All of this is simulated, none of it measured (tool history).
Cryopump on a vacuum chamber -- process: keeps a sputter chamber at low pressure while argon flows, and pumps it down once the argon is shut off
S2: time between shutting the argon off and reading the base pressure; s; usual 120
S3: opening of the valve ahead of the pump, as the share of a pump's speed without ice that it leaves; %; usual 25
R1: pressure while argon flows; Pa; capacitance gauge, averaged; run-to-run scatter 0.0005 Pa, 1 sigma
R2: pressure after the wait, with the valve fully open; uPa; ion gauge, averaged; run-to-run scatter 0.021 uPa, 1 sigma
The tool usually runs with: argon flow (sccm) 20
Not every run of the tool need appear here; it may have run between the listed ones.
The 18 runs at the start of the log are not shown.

{"run": 19, "hour": 1583.7, "argon flow (sccm)": 20, "S2": 26, "S3": 21, "R1": 0.0683, "R2": 1.27}
{"run": 20, "hour": 1700.5, "argon flow (sccm)": 23, "S2": 120, "S3": 24, "R1": 0.0686, "R2": 0.64}
{"run": 21, "hour": 1818.3, "argon flow (sccm)": 14, "S2": 120, "S3": 22, "R1": 0.0464, "R2": 0.71}
{"run": 22, "hour": 1923.4, "argon flow (sccm)": 14, "S2": 120, "S3": 22, "R1": 0.0462, "R2": 0.78}
{"run": 23, "hour": 1979.4, "argon flow (sccm)": 14, "S2": 120, "S3": 22, "R1": 0.0473, "R2": 0.8}
{"hour": 2014.0, "done": "pump warmed up, emptied and cooled again"}
{"run": 24, "hour": 2111.2, "argon flow (sccm)": 14, "S2": 120, "S3": 52, "R1": 0.0188, "R2": 0.74}
{"run": 25, "hour": 2174.8, "argon flow (sccm)": 37, "S2": 242, "S3": 59, "R1": 0.0442, "R2": 0.63}
{"run": 26, "hour": 2259.1, "argon flow (sccm)": 19, "S2": 58, "S3": 59, "R1": 0.0226, "R2": 1.01}
{"run": 27, "hour": 2323.8, "argon flow (sccm)": 19, "S2": 48, "S3": 18, "R1": 0.0733, "R2": 1.12}
{"run": 28, "hour": 2423.6, "argon flow (sccm)": 19, "S2": 48, "S3": 18, "R1": 0.0736, "R2": 1.13}
{"run": 29, "hour": 2527.5, "argon flow (sccm)": 25, "S2": 48, "S3": 18, "R1": 0.0971, "R2": 1.18}
{"hour": 2573.9, "done": "leaking fittings of the chamber tightened, without venting"}
{"run": 30, "hour": 2650.6, "argon flow (sccm)": 20, "S2": 96, "S3": 49, "R1": 0.0303, "R2": 0.41}

Run 31 has not been measured yet. What should we expect?
{"run": 31, "hour": 2712.4, "argon flow (sccm)": 14, "S2": 235, "S3": 25, "R1": "?", "R2": "?"}

For run 31 the tool returned R1 0.0402 Pa, R2 0.29 uPa.
With the hidden condition absent and the run-to-run variation left alone, this run would have shown R1 0.0387 Pa, R2 0.21 uPa.
